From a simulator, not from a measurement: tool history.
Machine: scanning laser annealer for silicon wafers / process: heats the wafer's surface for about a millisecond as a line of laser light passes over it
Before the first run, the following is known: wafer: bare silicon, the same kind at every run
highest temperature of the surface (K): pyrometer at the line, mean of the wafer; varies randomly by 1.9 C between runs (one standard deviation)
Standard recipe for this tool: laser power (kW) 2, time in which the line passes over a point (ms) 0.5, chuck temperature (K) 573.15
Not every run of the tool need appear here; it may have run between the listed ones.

run	hour	laser power (kW)	time in which the line passes over a point (ms)	chuck temperature (K)	highest temperature of the surface (K)
1	0	2	0.5	573.15	1397.15
2	35.7	2	0.583	573.15	1472.15
3	59.1	2	0.583	573.15	1472.15
4	91	2	0.583	573.15	1465.15
5	121.6	2	0.583	573.15	1473.15
6	145.6	2	0.5	590.15	1412.15
# hour 168.5: window over the wafer cleaned
7	169.4	2	0.5	573.15	1398.15
8	190.4	2	0.5	573.15	1398.15
9	219.1	2	0.5	573.15	1395.15
10	240.8	2.063	0.5	573.15	1421.15
11	275.6	2	0.5	573.15	1397.15
12	300.2	2	0.5	573.15	1393.15
# hour 322.1: optics aligned, line set to its width
13	326.9	2	0.5	573.15	1395.15
14	353.9	2	0.5	573.15	1399.15
15	376.8	2	0.5	573.15	1398.15
16	411.9	2	0.5	573.15	1396.15
17	434.1	1.844	0.5	573.15	1338.15
18	451.2	1.844	0.5	573.15	1333.15
19	474.1	1.844	0.527	542.15	1325.15
20	490.7	2	0.5	571.15	1395.15
21	514	1.704	0.412	538.15	1168.15
22	544.4	1.867	0.579	584.15	1418.15
23	560.5	1.838	0.457	566.15	1285.15
24	596.3	2.013	0.559	536.15	1419.15
25	621.7	2.013	0.559	536.15	1418.15
26	653	2.124	0.559	536.15	1466.15
27	677.8	2.12	0.549	588.15	1505.15
28	713.1	2.12	0.549	588.15	1507.15
29	729.6	2.158	0.5	546.15	1430.15
30	753.1	1.991	0.404	573.15	1302.15

Consider 4 possible next runs. They are alternatives, not a sequence: every one starts from the tool as it was left by run 30. What does each give?
A	787.1	1.715	0.388	573.15	?
B	787.1	1.869	0.418	573.15	?
C	787.1	2.07	0.487	578.15	?
D	787.1	2	0.5	574.15	?

run	highest temperature of the surface (K)
A	1191.15
B	1270.15
C	1419.15
D	1396.15
What these runs would have given with no unlogged condition in the tool:
run	highest temperature of the surface (K)
A	1191.15
B	1270.15
C	1420.15
D	1397.15
